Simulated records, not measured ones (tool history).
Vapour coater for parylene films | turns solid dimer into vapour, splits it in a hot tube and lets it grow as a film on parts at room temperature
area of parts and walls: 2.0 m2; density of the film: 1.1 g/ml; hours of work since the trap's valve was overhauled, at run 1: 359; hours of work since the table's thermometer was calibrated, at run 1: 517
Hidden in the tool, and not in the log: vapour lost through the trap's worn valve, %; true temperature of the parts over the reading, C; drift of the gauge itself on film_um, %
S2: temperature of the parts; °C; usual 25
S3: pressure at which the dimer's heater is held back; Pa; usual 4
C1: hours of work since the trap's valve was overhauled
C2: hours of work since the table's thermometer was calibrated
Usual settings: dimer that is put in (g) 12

run 1 hour=0 | dimer_that_is_put_in_(g)=12 S2=25 S3=4 | C1=359 C2=517 | thickness_of_the_film_(nm)=3850
-- hour=19.5 trap's valve overhauled
run 2 hour=35.9 | dimer_that_is_put_in_(g)=12 S2=25 S3=4 | C1=11 C2=539 | thickness_of_the_film_(nm)=4210
run 3 hour=73.9 | dimer_that_is_put_in_(g)=12 S2=25 S3=4 | C1=38 C2=566 | thickness_of_the_film_(nm)=4170
run 4 hour=100.9 | dimer_that_is_put_in_(g)=12 S2=25 S3=4 | C1=57 C2=585 | thickness_of_the_film_(nm)=4180
run 5 hour=126.7 | dimer_that_is_put_in_(g)=12 S2=25 S3=4 | C1=75 C2=603 | thickness_of_the_film_(nm)=4120
run 6 hour=146.1 | dimer_that_is_put_in_(g)=12 S2=25 S3=9.36 | C1=89 C2=616 | thickness_of_the_film_(nm)=3810
run 7 hour=178.9 | dimer_that_is_put_in_(g)=12 S2=23 S3=4 | C1=112 C2=639 | thickness_of_the_film_(nm)=4230
run 8 hour=205.2 | dimer_that_is_put_in_(g)=12 S2=23 S3=4 | C1=130 C2=658 | thickness_of_the_film_(nm)=4260
run 9 hour=245.7 | dimer_that_is_put_in_(g)=12 S2=23 S3=6.43 | C1=158 C2=686 | thickness_of_the_film_(nm)=4070
run 10 hour=268.5 | dimer_that_is_put_in_(g)=11 S2=28 S3=4 | C1=174 C2=702 | thickness_of_the_film_(nm)=3450
run 11 hour=296.4 | dimer_that_is_put_in_(g)=16 S2=21 S3=2.15 | C1=194 C2=722 | thickness_of_the_film_(nm)=6210
run 12 hour=319.3 | dimer_that_is_put_in_(g)=12 S2=20 S3=4 | C1=210 C2=738 | thickness_of_the_film_(nm)=4540
run 13 hour=351.3 | dimer_that_is_put_in_(g)=6 S2=21 S3=11.84 | C1=232 C2=760 | thickness_of_the_film_(nm)=1990
run 14 hour=376 | dimer_that_is_put_in_(g)=6 S2=21 S3=11.84 | C1=250 C2=777 | thickness_of_the_film_(nm)=1980
run 15 hour=414.7 | dimer_that_is_put_in_(g)=7 S2=25 S3=4 | C1=277 C2=804 | thickness_of_the_film_(nm)=2330
run 16 hour=442.5 | dimer_that_is_put_in_(g)=7 S2=25 S3=4 | C1=296 C2=824 | thickness_of_the_film_(nm)=2330
run 17 hour=482.5 | dimer_that_is_put_in_(g)=18 S2=35 S3=3.1 | C1=324 C2=852 | thickness_of_the_film_(nm)=4960
run 18 hour=513 | dimer_that_is_put_in_(g)=10 S2=24 S3=3.1 | C1=346 C2=873 | thickness_of_the_film_(nm)=3450

Some steps in thickness of the film (nm) between neighbouring runs. How much of each would the tool show without its hidden state too (settings, what came in, random variation), and how much is left for the hidden state, with any gauge scatter that isn't in both results?
Run 1 -> 2: trap's valve overhauled. thickness of the film (nm) +360: hidden state +250, all else +110.
Run 10 -> 11: dimer that is put in (g) 11 -> 16, S2 28 -> 21, S3 4 -> 2.15. thickness of the film (nm) +2760: hidden state -80, all else +2840.
